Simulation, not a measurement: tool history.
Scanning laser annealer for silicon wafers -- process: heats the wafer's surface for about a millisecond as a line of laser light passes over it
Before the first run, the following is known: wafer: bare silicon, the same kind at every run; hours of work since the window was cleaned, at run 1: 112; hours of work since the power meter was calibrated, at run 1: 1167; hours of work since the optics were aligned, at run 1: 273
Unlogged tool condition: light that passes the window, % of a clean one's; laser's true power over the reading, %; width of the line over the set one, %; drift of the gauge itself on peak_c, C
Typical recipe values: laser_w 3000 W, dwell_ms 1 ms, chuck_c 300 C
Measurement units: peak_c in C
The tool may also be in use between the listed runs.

| run | day | laser_w | dwell_ms | chuck_c | hours of work since the window was cleaned | hours of work since the power meter was calibrated | hours of work since the optics were aligned | peak_c |
|---|---|---|---|---|---|---|---|---|
| 1 | 0 | 3000 | 1 | 300 | 112 | 1167 | 273 | 1086 |
| 2 | 2.121 | 3000 | 1 | 300 | 152 | 1207 | 313 | 1080 |
| 3 | 3.742 | 3000 | 1 | 300 | 183 | 1238 | 344 | 1077 |
| 4 | 5.667 | 3000 | 1 | 300 | 220 | 1274 | 381 | 1074 |
| 5 | 7.767 | 3000 | 1 | 300 | 260 | 1314 | 420 | 1073 |
| 6 | 10.179 | 3000 | 1 | 336 | 306 | 1360 | 466 | 1105 |
| 7 | 12.621 | 3000 | 1 | 300 | 352 | 1407 | 513 | 1071 |
| 8 | 13.817 | 3000 | 1 | 300 | 375 | 1429 | 535 | 1067 |
| 9 | 15.667 | 2696 | 1 | 300 | 410 | 1465 | 571 | 978 |
| 10 | 17.492 | 2696 | 1 | 300 | 445 | 1499 | 605 | 979 |
| 11 | 19.1 | 3000 | 1.01 | 300 | 475 | 1530 | 636 | 1066 |
| 12 | 21.05 | 3000 | 1.01 | 300 | 512 | 1567 | 673 | 1061 |
|  | 21.421 | laser's power meter calibrated |
| 13 | 23.796 | 3014 | 0.76 | 285 | 562 | 45 | 723 | 952 |
|  | 25.788 | optics aligned, line set to its width |
| 14 | 26.883 | 3014 | 0.76 | 285 | 617 | 100 | 21 | 969 |
| 15 | 28.267 | 3014 | 0.76 | 285 | 643 | 126 | 47 | 970 |
| 16 | 29.708 | 2805 | 1.23 | 283 | 670 | 154 | 75 | 1065 |
| 17 | 31.746 | 3000 | 1.11 | 300 | 709 | 192 | 113 | 1103 |
| 18 | 34.362 | 2830 | 0.78 | 290 | 759 | 242 | 163 | 927 |

What does the tool deliver on the next run?
|  | 35.104 | laser's power meter calibrated, once more |
|  | 35.438 | window over the wafer cleaned |
| 19 | 36.788 | 2859 | 1.04 | 276 | 26 | 30 | 205 | ? |

{"run 19": {"peak_c": 1038}}
The same run, on a tool lacking any hidden state, would have yielded peak_c 1045 C.
